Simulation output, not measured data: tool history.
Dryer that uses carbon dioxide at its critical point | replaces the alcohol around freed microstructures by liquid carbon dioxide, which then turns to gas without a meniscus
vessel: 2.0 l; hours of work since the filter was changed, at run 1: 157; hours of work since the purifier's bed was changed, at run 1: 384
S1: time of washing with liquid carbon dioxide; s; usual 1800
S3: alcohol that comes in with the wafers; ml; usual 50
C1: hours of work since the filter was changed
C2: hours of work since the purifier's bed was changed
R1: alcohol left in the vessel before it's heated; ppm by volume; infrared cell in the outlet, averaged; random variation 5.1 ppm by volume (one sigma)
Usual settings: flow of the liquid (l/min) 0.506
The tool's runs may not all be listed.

Run 1, hour 0.0: usual settings; C1 157; C2 384. Result: R1 161 ppm by volume.
Run 2, hour 33.0: usual settings; C1 177; C2 404. Result: R1 172 ppm by volume.
Run 3, hour 78.6: usual settings; C1 206; C2 432. Result: R1 185 ppm by volume.
Run 4, hour 123.2: usual settings but S3 28 ml; C1 233; C2 460. Result: R1 155 ppm by volume.
Run 5, hour 151.5: usual settings but S1 1200 s, S3 28 ml; C1 251; C2 478. Result: R1 438 ppm by volume.
Run 6, hour 179.6: usual settings but S1 1200 s, S3 28 ml; C1 268; C2 495. Result: R1 460 ppm by volume.
Run 7, hour 227.4: usual settings but S1 1200 s, S3 28 ml; C1 298; C2 525. Result: R1 452 ppm by volume.
Run 8, hour 273.0: usual settings but flow of the liquid (l/min) 0.369; C1 327; C2 553. Result: R1 583 ppm by volume.
At hour 304.1: inlet filter changed.
Run 9, hour 322.3: usual settings but flow of the liquid (l/min) 0.369; C1 11; C2 584. Result: R1 437 ppm by volume.
Run 10, hour 344.0: usual settings but flow of the liquid (l/min) 0.369, S3 73 ml; C1 25; C2 597. Result: R1 578 ppm by volume.
Run 11, hour 377.2: usual settings but flow of the liquid (l/min) 0.369, S3 73 ml; C1 46; C2 618. Result: R1 597 ppm by volume.
Run 12, hour 419.6: usual settings but flow of the liquid (l/min) 0.369, S3 73 ml; C1 72; C2 644. Result: R1 628 ppm by volume.
Run 13, hour 447.8: usual settings but flow of the liquid (l/min) 0.369, S3 73 ml; C1 89; C2 662. Result: R1 624 ppm by volume.
Run 14, hour 490.7: usual settings; C1 116; C2 688. Result: R1 222 ppm by volume.
Run 15, hour 524.3: usual settings; C1 137; C2 709. Result: R1 218 ppm by volume.
Run 16, hour 559.7: usual settings; C1 159; C2 731. Result: R1 226 ppm by volume.
Run 17, hour 602.6: usual settings but S1 1740 s, S3 111 ml; C1 186; C2 758. Result: R1 379 ppm by volume.
Run 18, hour 638.3: usual settings but S1 1200 s, S3 99 ml; C1 208; C2 780. Result: R1 1286 ppm by volume.
At hour 682.4: purifier's bed changed.
Run 19, hour 687.0: usual settings but S1 1200 s, S3 99 ml; C1 236; C2 3. Result: R1 1147 ppm by volume.
Run 20, hour 713.6: usual settings but S1 1260 s, flow of the liquid (l/min) 0.828, S3 45 ml; C1 253; C2 19. Result: R1 53 ppm by volume.
Run 21, hour 762.5: usual settings but S1 2460 s, S3 110 ml; C1 283; C2 50. Result: R1 46 ppm by volume.
Run 22, hour 787.7: usual settings but S1 2460 s, S3 110 ml; C1 299; C2 66. Result: R1 41 ppm by volume.
Run 23, hour 823.7: usual settings but flow of the liquid (l/min) 0.768, S3 26 ml; C1 321; C2 88. Result: R1 24 ppm by volume.
Run 24, hour 850.6: usual settings but flow of the liquid (l/min) 0.768, S3 26 ml; C1 338; C2 105. Result: R1 29 ppm by volume.
At hour 863.3: inlet filter changed.
Run 25, hour 876.5: usual settings but S1 1260 s; C1 8; C2 120. Result: R1 402 ppm by volume.
Run 26, hour 927.3: usual settings but S1 1500 s, flow of the liquid (l/min) 0.522; C1 40; C2 152. Result: R1 175 ppm by volume.
Run 27, hour 950.4: usual settings but S1 2520 s, S3 46 ml; C1 54; C2 166. Result: R1 37 ppm by volume.
Run 28, hour 973.5: usual settings but S1 2520 s, flow of the liquid (l/min) 0.379, S3 46 ml; C1 69; C2 181. Result: R1 87 ppm by volume.
Run 29, hour 1019.2: usual settings but S1 1980 s; C1 97; C2 209. Result: R1 75 ppm by volume.

Forecast each of these 4 alternatives for the next run:
Run A, hour 1044.7: usual settings but S1 1740 s; C1 113; C2 225. Result: R1 ?.
Run B, hour 1044.7: usual settings but S1 1980 s, flow of the liquid (l/min) 0.344; C1 113; C2 225. Result: R1 ?.
Run C, hour 1044.7: usual settings but S1 1980 s, S3 35 ml; C1 113; C2 225. Result: R1 ?.
Run D, hour 1044.7: usual settings but S1 1980 s, S3 29 ml; C1 113; C2 225. Result: R1 ?.

run   R1
  A  131
  B  354
  C   77
  D   69
Without the tool's hidden state the same runs would have given:
run   R1
  A   71
  B  268
  C   27
  D   21
